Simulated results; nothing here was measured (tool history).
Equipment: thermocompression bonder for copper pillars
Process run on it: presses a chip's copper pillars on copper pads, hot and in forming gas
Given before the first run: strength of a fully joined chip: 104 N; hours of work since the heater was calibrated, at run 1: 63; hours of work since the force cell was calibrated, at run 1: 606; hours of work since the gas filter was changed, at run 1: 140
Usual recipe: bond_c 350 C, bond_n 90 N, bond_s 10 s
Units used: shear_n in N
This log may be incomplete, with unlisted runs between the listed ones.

run,hour,bond_c,bond_n,bond_s,hours of work since the heater was calibrated,hours of work since the force cell was calibrated,hours of work since the gas filter was changed,shear_n
1,0,350,90,10,63,606,140,45.9
2,11.9,350,90,10,69,611,146,45.6
3,25.8,371,90,10,76,618,152,57.3
4,35.8,350,90,10,80,623,157,45.8
5,50.2,350,90,10,87,630,164,45.7
6,60.8,350,90,10,92,635,169,45.4
7,69.5,350,90,10,97,639,173,45
8,76.4,350,90,10,100,642,177,45
9,88.2,350,90,11,106,648,183,46.1
10,96.6,350,90,11,110,652,187,47.7
11,104.1,350,90,11,113,656,190,46.1
12,113.1,350,90,11,118,660,195,45.9
13,120.5,350,90,11,121,664,198,46.5
14,128.6,350,90,11,125,668,202,47.3
15,138.3,337,59,14,130,672,207,30
16,148.6,350,131,10,135,677,212,59.1
17,154.8,337,79,5,138,680,215,24.3
18,163.3,337,79,5,142,684,219,25.8
19,169.4,338,122,16,145,687,222,58.1
20,182.5,349,56,14,151,694,228,32.8
21,193,349,56,14,156,699,233,34.3
22,207.4,349,56,14,163,706,240,33
23,220.2,346,128,11,169,712,246,59.2
24,230.5,350,90,8,174,717,251,40.8
25,242.3,341,72,7,180,722,257,28.4

Branching from run 25: 5 alternative next runs. What would each branch give?
A,256.8,368,58,16,187,729,264,?
B,256.8,341,90,9,187,729,264,?
C,256.8,341,59,22,187,729,264,?
D,256.8,337,72,7,187,729,264,?
E,256.8,361,120,19,187,729,264,?

run,shear_n
A,45
B,38.8
C,37.3
D,26.1
E,73.6
With the hidden condition removed and each run's random variation left untouched, the same runs would have given:
run,shear_n
A,49.6
B,42.7
C,41.1
D,29
E,79.7
